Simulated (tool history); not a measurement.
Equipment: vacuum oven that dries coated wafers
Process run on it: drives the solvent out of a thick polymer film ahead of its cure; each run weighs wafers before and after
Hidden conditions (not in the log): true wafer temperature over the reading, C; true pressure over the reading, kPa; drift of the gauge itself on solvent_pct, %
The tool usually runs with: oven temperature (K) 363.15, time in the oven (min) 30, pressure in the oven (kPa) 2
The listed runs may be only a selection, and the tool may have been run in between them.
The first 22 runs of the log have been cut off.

run,hour,oven temperature (K),time in the oven (min),pressure in the oven (kPa),hours of work since the thermocouples were calibrated,hours of work since the vacuum gauge was cleaned of residue,solvent left in the film (%)
23,328.4,363.15,30,2,828,19,1.9
24,340,363.15,30,2,834,25,1.8
25,352.8,363.15,30,2,841,32,1.82
26,365.9,363.15,30,2,848,39,1.91
27,381.3,363.15,30,2,856,47,1.94
28,401.6,363.15,43,1.75,867,58,1.29
29,421.3,355.15,30,2,877,69,3.52
30,440.3,355.15,30,2,887,79,3.59
31,457.9,369.15,26,5.43,897,88,3.02
32,470.4,369.15,26,5.43,904,95,3.1
33,485,351.15,30,2.04,911,102,4.73
34,504.8,363.15,39,5.42,922,113,3.51
35,513.7,363.15,39,5.42,927,118,3.51
36,531.5,357.15,46,1.65,936,127,1.7
37,541.2,363.15,51,2,941,132,1.27
38,561.5,364.15,18,4.05,952,143,4.58
39,580,364.15,22,7,962,153,5.41
40,593.5,368.15,22,6.96,969,160,4.31
41,611.5,368.15,42,7.48,979,170,3.81
42,621.8,363.15,23,4.15,984,175,3.97
43,639.5,363.15,23,4.15,994,185,3.84
44,659.3,371.15,36,6.72,1004,195,3.12

3 options for the next run, each taken on its own from the tool as it stands now. Forecast them:
A,679.6,363.15,34,2,1015,206,?
B,679.6,365.15,22,3.86,1015,206,?
C,679.6,348.15,50,2,1015,206,?

run,solvent left in the film (%)
A,1.73
B,3.52
C,3.48
Stripped of hidden state, with their random variation kept, the same runs would have yielded:
run,solvent left in the film (%)
A,1.59
B,3.3
C,3.22
